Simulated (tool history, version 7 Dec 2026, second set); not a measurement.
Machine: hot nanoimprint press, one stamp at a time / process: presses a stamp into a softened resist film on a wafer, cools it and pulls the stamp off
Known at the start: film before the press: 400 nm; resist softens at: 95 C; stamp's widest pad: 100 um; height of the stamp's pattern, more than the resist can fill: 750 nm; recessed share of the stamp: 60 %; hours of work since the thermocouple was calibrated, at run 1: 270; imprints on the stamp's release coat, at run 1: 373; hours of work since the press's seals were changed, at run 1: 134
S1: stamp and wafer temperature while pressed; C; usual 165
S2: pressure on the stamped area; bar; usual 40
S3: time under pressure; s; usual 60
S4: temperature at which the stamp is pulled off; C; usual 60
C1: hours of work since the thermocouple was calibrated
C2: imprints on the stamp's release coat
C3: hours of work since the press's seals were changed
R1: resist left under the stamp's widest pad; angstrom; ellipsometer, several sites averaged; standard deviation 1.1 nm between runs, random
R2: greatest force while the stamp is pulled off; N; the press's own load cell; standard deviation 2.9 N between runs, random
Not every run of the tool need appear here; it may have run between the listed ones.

{"run": 1, "day": 0.0, "S1": 165, "S2": 40, "S3": 60, "S4": 60, "C1": 270, "C2": 373, "C3": 134, "R1": 1668, "R2": 158}
{"run": 2, "day": 0.421, "S1": 165, "S2": 29.6, "S3": 60, "S4": 60, "C1": 276, "C2": 391, "C3": 140, "R1": 1884, "R2": 154}
{"run": 3, "day": 0.862, "S1": 165, "S2": 40, "S3": 60, "S4": 60, "C1": 282, "C2": 410, "C3": 146, "R1": 1653, "R2": 157}
{"run": 4, "day": 1.129, "S1": 165, "S2": 40, "S3": 60, "S4": 60, "C1": 286, "C2": 421, "C3": 150, "R1": 1651, "R2": 160}
{"run": 5, "day": 1.558, "S1": 176, "S2": 40, "S3": 60, "S4": 60, "C1": 292, "C2": 440, "C3": 156, "R1": 898, "R2": 161}
{"run": 6, "day": 1.8, "S1": 176, "S2": 40, "S3": 60, "S4": 60, "C1": 295, "C2": 450, "C3": 160, "R1": 894, "R2": 160}
{"run": 7, "day": 2.096, "S1": 176, "S2": 40, "S3": 60, "S4": 60, "C1": 299, "C2": 463, "C3": 164, "R1": 888, "R2": 164}
{"run": 8, "day": 2.579, "S1": 176, "S2": 40, "S3": 60, "S4": 60, "C1": 306, "C2": 484, "C3": 171, "R1": 904, "R2": 159}
{"day": 2.746, "done": "plate thermocouple calibrated"}
{"run": 9, "day": 3.154, "S1": 176, "S2": 40, "S3": 60, "S4": 60, "C1": 6, "C2": 503, "C3": 177, "R1": 910, "R2": 161}
{"day": 3.633, "done": "plate thermocouple calibrated, once more"}
{"run": 10, "day": 3.683, "S1": 176, "S2": 40, "S3": 60, "S4": 60, "C1": 1, "C2": 521, "C3": 183, "R1": 842, "R2": 157}
{"run": 11, "day": 4.017, "S1": 165, "S2": 40, "S3": 51, "S4": 60, "C1": 5, "C2": 535, "C3": 187, "R1": 1693, "R2": 153}
{"run": 12, "day": 4.304, "S1": 165, "S2": 40, "S3": 51, "S4": 60, "C1": 9, "C2": 548, "C3": 191, "R1": 1668, "R2": 162}
{"run": 13, "day": 4.562, "S1": 165, "S2": 40, "S3": 51, "S4": 60, "C1": 13, "C2": 559, "C3": 195, "R1": 1678, "R2": 160}
{"run": 14, "day": 4.829, "S1": 175, "S2": 25.4, "S3": 86, "S4": 50, "C1": 17, "C2": 570, "C3": 199, "R1": 941, "R2": 199}
{"run": 15, "day": 5.242, "S1": 154, "S2": 25, "S3": 40, "S4": 60, "C1": 23, "C2": 588, "C3": 205, "R1": 3350, "R2": 163}

Forecast run 16:
{"day": 5.646, "done": "stamp cleaned and given a new release coat"}
{"run": 16, "day": 5.792, "S1": 154, "S2": 32.7, "S3": 40, "S4": 61, "C1": 27, "C2": 6, "C3": 209, "R1": "?", "R2": "?"}

R1: 3176 angstrom
R2: 136 N
Had the tool carried no hidden state, the very same run would have given R1 3153 angstrom, R2 135 N.

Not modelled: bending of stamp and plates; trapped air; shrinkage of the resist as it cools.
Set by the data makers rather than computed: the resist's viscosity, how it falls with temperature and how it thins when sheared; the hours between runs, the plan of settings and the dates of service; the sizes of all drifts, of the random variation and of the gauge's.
